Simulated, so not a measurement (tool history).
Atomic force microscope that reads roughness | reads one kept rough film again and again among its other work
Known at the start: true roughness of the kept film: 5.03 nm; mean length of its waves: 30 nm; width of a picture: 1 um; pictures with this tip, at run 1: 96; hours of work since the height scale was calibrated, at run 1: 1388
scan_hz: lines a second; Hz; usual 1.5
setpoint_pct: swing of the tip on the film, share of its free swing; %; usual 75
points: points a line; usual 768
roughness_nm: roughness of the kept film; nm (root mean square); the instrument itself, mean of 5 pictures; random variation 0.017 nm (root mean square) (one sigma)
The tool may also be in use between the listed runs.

| run | day | scan_hz | setpoint_pct | points | pictures with this tip | hours of work since the height scale was calibrated | roughness_nm |
|---|---|---|---|---|---|---|---|
| 1 | 0 | 1.5 | 75 | 768 | 96 | 1388 | 3.26 |
|  | 1.508 | new tip fitted |
| 2 | 1.508 | 1.5 | 75 | 768 | 0 | 1405 | 4.186 |
| 3 | 4.008 | 1.5 | 75 | 768 | 71 | 1434 | 3.47 |
|  | 6.433 | new tip fitted |
| 4 | 6.788 | 1.5 | 75 | 768 | 10 | 1466 | 4.029 |
| 5 | 9.642 | 1.5 | 75 | 768 | 91 | 1500 | 3.287 |
|  | 11.233 | new tip fitted |
| 6 | 12.012 | 1.5 | 75 | 768 | 22 | 1527 | 4.011 |
| 7 | 14.846 | 1.5 | 75 | 927 | 102 | 1560 | 3.244 |
|  | 16.221 | new tip fitted |
| 8 | 17.783 | 0.57 | 75 | 768 | 44 | 1594 | 3.904 |
| 9 | 19.196 | 1.5 | 75 | 425 | 84 | 1610 | 3.399 |
| 10 | 20.742 | 1.5 | 75 | 849 | 128 | 1628 | 3.098 |
|  | 21.092 | new tip fitted |
| 11 | 23.479 | 1.5 | 75 | 849 | 68 | 1660 | 3.548 |
| 12 | 25.046 | 1.5 | 75 | 849 | 113 | 1678 | 3.145 |
|  | 25.954 | new tip fitted |
| 13 | 27.962 | 1.5 | 75 | 849 | 57 | 1712 | 3.637 |
| 14 | 29.712 | 1.5 | 84 | 322 | 106 | 1732 | 3.099 |
|  | 29.912 | height scale calibrated on a step standard |
|  | 30.867 | new tip fitted |
| 15 | 31.579 | 1.5 | 84 | 322 | 21 | 19 | 3.757 |
| 16 | 33.312 | 2.38 | 72 | 301 | 70 | 39 | 3.396 |
|  | 35.846 | new tip fitted |
| 17 | 36.012 | 2.28 | 59 | 701 | 5 | 70 | 4.181 |
| 18 | 37.317 | 2.28 | 59 | 701 | 42 | 86 | 3.819 |
| 19 | 39.512 | 2.28 | 59 | 701 | 104 | 111 | 3.285 |
|  | 40.729 | new tip fitted |
| 20 | 41.721 | 1.5 | 79 | 483 | 28 | 137 | 3.773 |
| 21 | 44.192 | 1.23 | 76 | 768 | 98 | 165 | 3.305 |

Forecast run 22:
|  | 45.546 | new tip fitted |
| 22 | 45.742 | 3.81 | 88 | 430 | 6 | 183 | ? |

roughness_nm: 3.232 nm (root mean square)
Without the tool's hidden state the same run would have given roughness_nm 3.363 nm (root mean square).
